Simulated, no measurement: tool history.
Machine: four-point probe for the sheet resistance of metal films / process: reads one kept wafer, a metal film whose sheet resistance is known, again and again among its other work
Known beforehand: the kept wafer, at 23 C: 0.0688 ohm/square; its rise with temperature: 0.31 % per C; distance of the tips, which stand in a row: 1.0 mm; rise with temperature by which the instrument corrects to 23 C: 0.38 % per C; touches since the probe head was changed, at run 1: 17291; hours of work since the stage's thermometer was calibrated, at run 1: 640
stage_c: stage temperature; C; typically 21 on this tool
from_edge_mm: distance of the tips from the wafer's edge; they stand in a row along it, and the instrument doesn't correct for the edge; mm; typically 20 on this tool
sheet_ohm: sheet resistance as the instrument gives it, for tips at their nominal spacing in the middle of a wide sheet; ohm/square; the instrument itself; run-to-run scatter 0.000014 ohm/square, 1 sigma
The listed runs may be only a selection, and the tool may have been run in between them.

run	hour	stage_c	from_edge_mm	touches since the probe head was changed	hours of work since the stage's thermometer was calibrated	sheet_ohm
1	0	21	20	17291	640	0.06902
2	15	21	20	17612	649	0.068971
3	26.1	21	20	17848	655	0.068983
4	39	21	20	18121	663	0.068992
5	60.4	21	20	18578	676	0.068998
6	81.3	21	20	19022	688	0.06899
7	98.2	21	20	19382	698	0.068985
8	113.1	32	20	19700	707	0.068523
9	133.7	29	20	20138	719	0.068671
10	153.3	29	20	20556	731	0.068644
11	164.7	29	20	20799	737	0.068614
12	175.8	21	13	21036	744	0.069121
13	187.8	21	13	21290	751	0.069113
14	199	27	13	21528	758	0.068856
15	219.8	21	26	21973	770	0.068982
16	239.8	21	26	22399	782	0.068979
# hour 241.7: stage's thermometer calibrated
17	261.4	21	26	22847	12	0.068945
18	272.8	21	26	23090	18	0.068945
19	289.3	21	20	23441	28	0.069004
20	310.4	21	20	23891	41	0.069004
21	328.8	21	20	24282	52	0.068998
22	339.7	32	20	24516	58	0.068503
23	351.9	32	20	24774	65	0.068536
24	364.6	34	19	25046	73	0.068431
# hour 370.2: stage's thermometer calibrated, once more
25	383.9	34	19	25446	8	0.068412
26	405.6	24	37	25909	21	0.068774
27	427.3	34	15	26370	34	0.068472
28	445.9	20	25	26767	45	0.069006
29	457.2	20	25	27007	52	0.068996
30	476.7	20	25	27422	63	0.068986
31	489.2	27	34	27688	70	0.068643
32	506.9	34	4	28066	81	0.070518
33	523.9	35	5	28427	91	0.069718
34	543	20	10	28834	102	0.069296
35	552.3	31	20	29032	108	0.068521
36	566.1	32	60	29327	116	0.068418
37	585.4	22	62	29737	127	0.0688
38	602.4	20	26	30100	138	0.068969
39	618	21	5	30432	147	0.070344
40	635.6	29	24	30806	157	0.068561
41	653	30	75	31177	167	0.068441
42	673.8	30	75	31620	180	0.068467
43	684.4	30	75	31845	186	0.068476
44	701.4	22	32	32208	196	0.068885
45	718.2	20	66	32565	206	0.068925

Branching from run 45: 3 alternative next runs. What would each branch give?
A	735.2	25	66	32927	216	?
B	735.2	23	3	32927	216	?
C	735.2	20	73	32927	216	?

run	sheet_ohm
A	0.068673
B	0.072674
C	0.068916
With no hidden state in the tool, these same runs would have given:
run	sheet_ohm
A	0.068695
B	0.072698
C	0.068939
